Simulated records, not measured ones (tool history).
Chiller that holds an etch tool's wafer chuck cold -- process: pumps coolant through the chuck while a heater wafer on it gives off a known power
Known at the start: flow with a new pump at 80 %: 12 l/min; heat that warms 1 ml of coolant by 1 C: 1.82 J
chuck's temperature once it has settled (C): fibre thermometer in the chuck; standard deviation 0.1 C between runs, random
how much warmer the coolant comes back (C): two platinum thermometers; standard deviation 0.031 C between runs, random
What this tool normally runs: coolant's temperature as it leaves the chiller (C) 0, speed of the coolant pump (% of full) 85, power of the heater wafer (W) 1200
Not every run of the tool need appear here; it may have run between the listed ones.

| run | hour | coolant's temperature as it leaves the chiller (C) | speed of the coolant pump (% of full) | power of the heater wafer (W) | chuck's temperature once it has settled (C) | how much warmer the coolant comes back (C) |
|---|---|---|---|---|---|---|
| 1 | 0 | 0 | 85 | 1200 | 13 | 3.15 |
| 2 | 37.8 | 0 | 85 | 723 | 7.8 | 1.81 |
| 3 | 73.1 | 0 | 85 | 723 | 7.9 | 1.83 |
| 4 | 124.5 | 0 | 85 | 766 | 8.3 | 1.99 |
| 5 | 163.6 | 0 | 85 | 766 | 8.5 | 1.89 |
| 6 | 209.1 | 0 | 85 | 766 | 8.3 | 1.86 |
| 7 | 248.1 | 0 | 85 | 766 | 8.5 | 1.93 |
| 8 | 291.4 | 0 | 85 | 612 | 6.6 | 1.5 |
|  | 318.9 | chiller's thermometer calibrated |
|  | 345.7 | coolant changed, channels flushed |
| 9 | 347.2 | 0 | 89 | 603 | 6.3 | 1.4 |
| 10 | 387.7 | 0 | 75 | 1286 | 15.4 | 3.76 |
| 11 | 434.8 | 0 | 63 | 1200 | 16.3 | 4.2 |
| 12 | 467.9 | 0 | 91 | 929 | 9.5 | 2.17 |
| 13 | 500.3 | 0 | 91 | 929 | 9.5 | 2.08 |
| 14 | 546.6 | -5 | 72 | 1092 | 8.4 | 3.25 |

5 ways to go on from here, each from the tool as it stands after run 14. What would each give?
| A | 578.4 | -3 | 85 | 1076 | ? | ? |
| B | 578.4 | 0 | 85 | 1091 | ? | ? |
| C | 578.4 | -5 | 77 | 893 | ? | ? |
| D | 578.4 | 2 | 85 | 1200 | ? | ? |
| E | 578.4 | 0 | 85 | 801 | ? | ? |

| run | chuck's temperature once it has settled (C) | how much warmer the coolant comes back (C) |
|---|---|---|
| A | 8.6 | 2.64 |
| B | 11.7 | 2.65 |
| C | 5.4 | 2.38 |
| D | 14.9 | 2.97 |
| E | 8.7 | 1.92 |
With no hidden state in the tool, these same runs would have given:
| run | chuck's temperature once it has settled (C) | how much warmer the coolant comes back (C) |
|---|---|---|
| A | 8.6 | 2.77 |
| B | 11.7 | 2.78 |
| C | 5.4 | 2.51 |
| D | 14.9 | 3.1 |
| E | 8.7 | 2.05 |
